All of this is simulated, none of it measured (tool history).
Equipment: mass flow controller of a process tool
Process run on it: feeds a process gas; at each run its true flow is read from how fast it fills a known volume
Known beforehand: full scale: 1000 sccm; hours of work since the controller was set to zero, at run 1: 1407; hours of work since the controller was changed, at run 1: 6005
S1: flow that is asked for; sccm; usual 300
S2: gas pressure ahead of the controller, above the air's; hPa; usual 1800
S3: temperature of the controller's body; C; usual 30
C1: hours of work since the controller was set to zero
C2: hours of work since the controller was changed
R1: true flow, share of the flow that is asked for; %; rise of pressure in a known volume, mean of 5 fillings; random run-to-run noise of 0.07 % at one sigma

run    hour   S1    S2  S3    C1     C2      R1
  1       0  300  1800  30  1407   6005   98.51
  2   143.4  300  1800  21  1508   6105   98.26
  3   392.1  300  1800  21  1682   6280   98.07
  4     596  300  1800  34  1826   6423   98.48
  5   726.7  300  1800  34  1918   6515   98.45
  6     950  300  1800  34  2074   6672   98.39
  7  1187.8  300  1800  34  2241   6839   98.38
  8  1319.1  300  1800  34  2334   6931   98.28
  9  1502.4  300  1800  34  2463   7060   98.23
 10  1756.4  300  1800  34  2641   7239   98.23
 11  2016.3  300  1800  34  2824   7421    98.1
 12  2151.2  300  1800  34  2918   7516   98.04
 13  2288.5  300  1800  34  3015   7612   98.16
 14  2510.6  300  1800  34  3171   7768   97.98
 15  2618.3  300  1800  30  3246   7844    97.9
 16    2822  300  1800  30  3390   7987   97.91
 17  3044.4  300  1800  30  3546   8143   97.82
 18  3210.4  300  1800  35  3662   8260   97.89
 19  3455.2  300  1800  30  3834   8432   97.69
 20  3650.8  300  1800  30  3972   8569   97.59
 21  3779.4  300  1800  30  4062   8660   97.56
 22  3930.7  300  1800  30  4168   8766   97.53
     3944.6  -- controller's zero set anew
 23  4059.7  300  1520  30    81   8856   97.15
 24  4318.5  300  1520  30   263   9038   97.05
 25  4493.8  300  1520  30   386   9161   96.92
 26  4699.3  216  2090  31   530   9306   95.37
 27  4875.8  105  1800  35   654   9430   90.18
 28  5070.1  105  1800  35   791   9566   90.06
     5115.6  -- controller's zero set anew, once more
 29  5311.2  105  1800  35   137   9735   99.46
 30  5450.8  735  1770  25   236   9833  101.43
 31  5706.6  735  1770  25   415  10013  101.43
 32  5843.4  735  1770  25   511  10109  101.21
 33  6043.7  735  1770  35   652  10250  101.57
 34  6172.5  152  1830  37   742  10340   99.13
 35  6392.6  171  2080  23   897  10495   98.67
 36  6571.2  422  1510  23  1023  10620  100.28
 37  6738.7  301  1700  25  1140  10738   99.56
 38  6996.8  523  1800  31  1322  10919   100.7
 39  7118.9  300  2140  20  1407  11005   99.21
     7142.3  -- controller exchanged for a calibrated one
 40  7302.7  669  2300  20   113    113   98.63
 41  7461.6  669  2520  20   224    224   98.54
 42  7709.7  669  2520  20   399    399   98.43

Entry by entry between the runs, the difference in hidden state between the last listed run before and the first listed run after:
Logged between run 22 and run 23: controller's zero set anew (hour 3944.6)
  flow at rest that the sensor doesn't see, % of full scale: -0.719 -> -0.891; true flow over the shown one, %: 1.92 -> 1.94
  measured value less the no-hidden-state value, R1: -0.48 -> -1.03 %
Logged between run 28 and run 29: controller's zero set anew, once more (hour 5115.6)
  flow at rest that the sensor doesn't see, % of full scale: -1.01 -> -0.038; true flow over the shown one, %: 2.1 -> 2.14
  measured value less the no-hidden-state value, R1: -7.52 -> +1.78 %
Logged between run 39 and run 40: controller exchanged for a calibrated one (hour 7142.3)
  flow at rest that the sensor doesn't see, % of full scale: -0.252 -> -0.043; true flow over the shown one, %: 2.44 -> -0.06
  measured value less the no-hidden-state value, R1: +1.59 -> -0.12 %
